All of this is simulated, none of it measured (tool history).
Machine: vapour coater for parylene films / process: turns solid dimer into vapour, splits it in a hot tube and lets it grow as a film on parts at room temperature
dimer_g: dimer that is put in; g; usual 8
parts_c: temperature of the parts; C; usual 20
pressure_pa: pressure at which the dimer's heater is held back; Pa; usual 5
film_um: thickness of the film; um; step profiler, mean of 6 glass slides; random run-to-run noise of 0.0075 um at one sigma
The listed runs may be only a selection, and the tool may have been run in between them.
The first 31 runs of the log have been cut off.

run	hour	dimer_g	parts_c	pressure_pa	film_um
32	1452.3	6	21	6.76	1.111
# hour 1479.1: table's thermometer calibrated
33	1484	10	20	5	1.921
34	1522	8	30	2.4	1.153
35	1582.7	8	30	2.4	1.145
36	1613	6	23	2.02	1.1
37	1645.9	3	20	2.6	0.598
38	1682.4	3	20	2.6	0.596
39	1711.6	7	24	4.89	1.112
40	1747.3	8	18	4.09	1.568
# hour 1753.8: trap's valve overhauled
41	1791.1	8	18	4.09	1.706
42	1847.3	8	18	4.09	1.682
43	1908	14	20	3.33	2.746
44	1945.5	14	20	3.33	2.737
45	2003.6	7	20	3.33	1.344
46	2061.8	3	24	8.43	0.437

Branching from run 46: 4 alternative next runs. What would each branch give?
# hour 2094.7: trap's valve overhauled
A	2114.5	4	29	4.99	?
# hour 2094.7: trap's valve overhauled
B	2114.5	8	29	5	?
# hour 2094.7: trap's valve overhauled
C	2114.5	3	30	7.52	?
# hour 2094.7: trap's valve overhauled
D	2114.5	4	16	5	?

run	film_um
A	0.569
B	1.164
C	0.403
D	0.909
Stripped of hidden state, with their random variation kept, the same runs would have yielded:
run	film_um
A	0.567
B	1.161
C	0.402
D	0.906
